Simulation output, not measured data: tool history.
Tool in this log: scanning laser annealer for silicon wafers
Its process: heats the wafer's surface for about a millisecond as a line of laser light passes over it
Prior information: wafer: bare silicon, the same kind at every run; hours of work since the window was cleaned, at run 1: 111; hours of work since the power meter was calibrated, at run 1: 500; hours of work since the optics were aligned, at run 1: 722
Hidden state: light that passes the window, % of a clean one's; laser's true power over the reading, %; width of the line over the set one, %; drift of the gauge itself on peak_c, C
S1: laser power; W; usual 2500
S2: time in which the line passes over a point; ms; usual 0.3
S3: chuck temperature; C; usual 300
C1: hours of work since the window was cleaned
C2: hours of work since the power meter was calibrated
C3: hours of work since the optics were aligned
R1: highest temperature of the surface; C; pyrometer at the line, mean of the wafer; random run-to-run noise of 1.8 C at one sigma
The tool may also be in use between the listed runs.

Run 1, hour 0: usual settings; C1 111; C2 500; C3 722. Result: R1 1003 C.
Run 2, hour 44.2: usual settings; C1 132; C2 521; C3 743. Result: R1 1002 C.
At hour 79.6: optics aligned, line set to its width.
Run 3, hour 80.8: usual settings; C1 148; C2 536; C3 1. Result: R1 1009 C.
Run 4, hour 105.4: usual settings; C1 159; C2 548; C3 12. Result: R1 1009 C.
Run 5, hour 155.9: usual settings; C1 184; C2 572; C3 37. Result: R1 1008 C.
Run 6, hour 210.6: usual settings; C1 210; C2 598; C3 63. Result: R1 1006 C.
Run 7, hour 244.2: usual settings; C1 226; C2 614; C3 79. Result: R1 1002 C.
Run 8, hour 299.3: usual settings; C1 252; C2 641; C3 105. Result: R1 1003 C.
Run 9, hour 351.6: usual settings; C1 277; C2 666; C3 130. Result: R1 1002 C.
Run 10, hour 390: usual settings; C1 296; C2 684; C3 149. Result: R1 997 C.
Run 11, hour 435.2: usual settings but S3 309 C; C1 317; C2 706; C3 170. Result: R1 1006 C.
Run 12, hour 473.8: usual settings but S3 275 C; C1 336; C2 724; C3 189. Result: R1 973 C.
Run 13, hour 532.2: usual settings but S3 275 C; C1 364; C2 752; C3 217. Result: R1 968 C.
Run 14, hour 569.2: usual settings; C1 382; C2 770; C3 235. Result: R1 991 C.
Run 15, hour 598.1: usual settings; C1 395; C2 784; C3 249. Result: R1 989 C.
Run 16, hour 623.1: usual settings; C1 407; C2 796; C3 260. Result: R1 990 C.
Run 17, hour 653.8: usual settings; C1 422; C2 811; C3 275. Result: R1 989 C.
Run 18, hour 696.9: usual settings; C1 443; C2 831; C3 296. Result: R1 986 C.
At hour 725.1: window over the wafer cleaned.
Run 19, hour 746.9: usual settings but S1 2403 W, S2 0.298 ms, S3 332 C; C1 10; C2 854; C3 319. Result: R1 1018 C.
Run 20, hour 775.1: usual settings but S1 2403 W, S2 0.298 ms, S3 332 C; C1 24; C2 868; C3 332. Result: R1 1021 C.
Run 21, hour 818.9: usual settings but S1 2403 W, S2 0.298 ms, S3 332 C; C1 45; C2 889; C3 353. Result: R1 1020 C.
Run 22, hour 847.4: usual settings but S1 2403 W, S2 0.298 ms, S3 333 C; C1 59; C2 902; C3 367. Result: R1 1016 C.
Run 23, hour 887.1: usual settings but S1 2403 W, S2 0.298 ms, S3 317 C; C1 78; C2 921; C3 386. Result: R1 1001 C.
Run 24, hour 914.6: usual settings but S1 2403 W, S2 0.298 ms, S3 317 C; C1 91; C2 935; C3 399. Result: R1 999 C.
Run 25, hour 956.9: usual settings but S1 2403 W, S2 0.298 ms, S3 317 C; C1 111; C2 955; C3 420. Result: R1 997 C.
Run 26, hour 986.2: usual settings but S1 2403 W, S2 0.298 ms, S3 317 C; C1 125; C2 969; C3 434. Result: R1 996 C.
Run 27, hour 1025.4: usual settings but S1 2403 W, S2 0.298 ms, S3 317 C; C1 144; C2 988; C3 452. Result: R1 993 C.
Run 28, hour 1062.6: usual settings but S1 2308 W, S2 0.365 ms, S3 282 C; C1 162; C2 1006; C3 470. Result: R1 989 C.
Run 29, hour 1106.7: usual settings but S1 2308 W, S2 0.365 ms, S3 282 C; C1 183; C2 1027; C3 491. Result: R1 990 C.
Run 30, hour 1135.2: usual settings but S1 2308 W, S2 0.286 ms, S3 313 C; C1 197; C2 1040; C3 505. Result: R1 951 C.
Run 31, hour 1159.8: usual settings but S1 2434 W, S2 0.304 ms, S3 329 C; C1 208; C2 1052; C3 517. Result: R1 1018 C.

5 ways to go on from here, each from the tool as it stands after run 31. What would each give?
Run A, hour 1213.5: usual settings but S1 2368 W, S2 0.363 ms, S3 330 C; C1 234; C2 1078; C3 543. Result: R1 ?.
Run B, hour 1213.5: usual settings but S1 2466 W, S2 0.336 ms, S3 308 C; C1 234; C2 1078; C3 543. Result: R1 ?.
Run C, hour 1213.5: usual settings but S1 2461 W, S2 0.238 ms; C1 234; C2 1078; C3 543. Result: R1 ?.
Run D, hour 1213.5: usual settings but S1 2434 W, S2 0.304 ms, S3 331 C; C1 234; C2 1078; C3 543. Result: R1 ?.
Run E, hour 1213.5: usual settings but S1 2434 W, S2 0.304 ms, S3 274 C; C1 234; C2 1078; C3 543. Result: R1 ?.

run    R1
  A  1050
  B  1031
  C   923
  D  1018
  E   960
With the hidden condition removed and each run's random variation left untouched, the same runs would have given:
run    R1
  A  1071
  B  1052
  C   941
  D  1038
  E   980
